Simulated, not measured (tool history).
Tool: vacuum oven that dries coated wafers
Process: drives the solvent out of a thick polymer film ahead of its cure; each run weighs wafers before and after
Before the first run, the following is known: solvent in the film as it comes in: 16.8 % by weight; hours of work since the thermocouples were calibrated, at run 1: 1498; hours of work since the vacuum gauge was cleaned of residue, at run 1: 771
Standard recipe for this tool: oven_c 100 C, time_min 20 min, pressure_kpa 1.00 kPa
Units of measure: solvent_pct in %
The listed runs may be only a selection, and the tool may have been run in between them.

run,day,oven_c,time_min,pressure_kpa,hours of work since the thermocouples were calibrated,hours of work since the vacuum gauge was cleaned of residue,solvent_pct
1,0.000,100,20,1.00,1498,771,3.86
2,1.067,108,20,1.00,1511,784,1.79
3,2.333,108,20,1.00,1527,800,1.81
4,3.717,108,24,1.00,1544,818,1.42
5,4.929,100,20,1.00,1560,833,3.85
6,5.646,100,20,1.00,1569,842,3.90
7,6.725,100,20,1.00,1582,856,3.81
8,8.288,108,20,1.00,1602,875,1.78
9,9.662,100,20,1.00,1619,893,3.87
10,10.392,100,20,0.69,1628,902,3.44
11,11.738,100,20,0.69,1645,919,3.47
# day 12.062: oven's thermocouples calibrated
12,13.362,100,20,0.69,16,938,3.55
13,14.450,100,20,1.00,30,952,3.91
14,15.504,100,20,1.00,43,965,3.88
15,16.225,100,20,1.00,52,974,3.80
16,17.033,110,27,1.22,63,984,1.30
17,18.233,110,27,1.22,78,999,1.32
18,19.671,90,20,1.00,96,1017,7.51
19,21.279,104,20,3.32,116,1038,5.12
20,22.054,97,20,1.00,126,1047,4.91
21,22.838,100,23,1.86,135,1057,4.32
22,24.029,112,11,1.86,150,1072,3.29
23,25.004,100,30,3.95,163,1084,6.17

Expected results for the next run?
24,26.592,99,33,0.76,183,1104,?

{"run 24": {"solvent_pct": 2.11}}
Had the tool carried no hidden state, the very same run would have given solvent_pct 2.10 %.
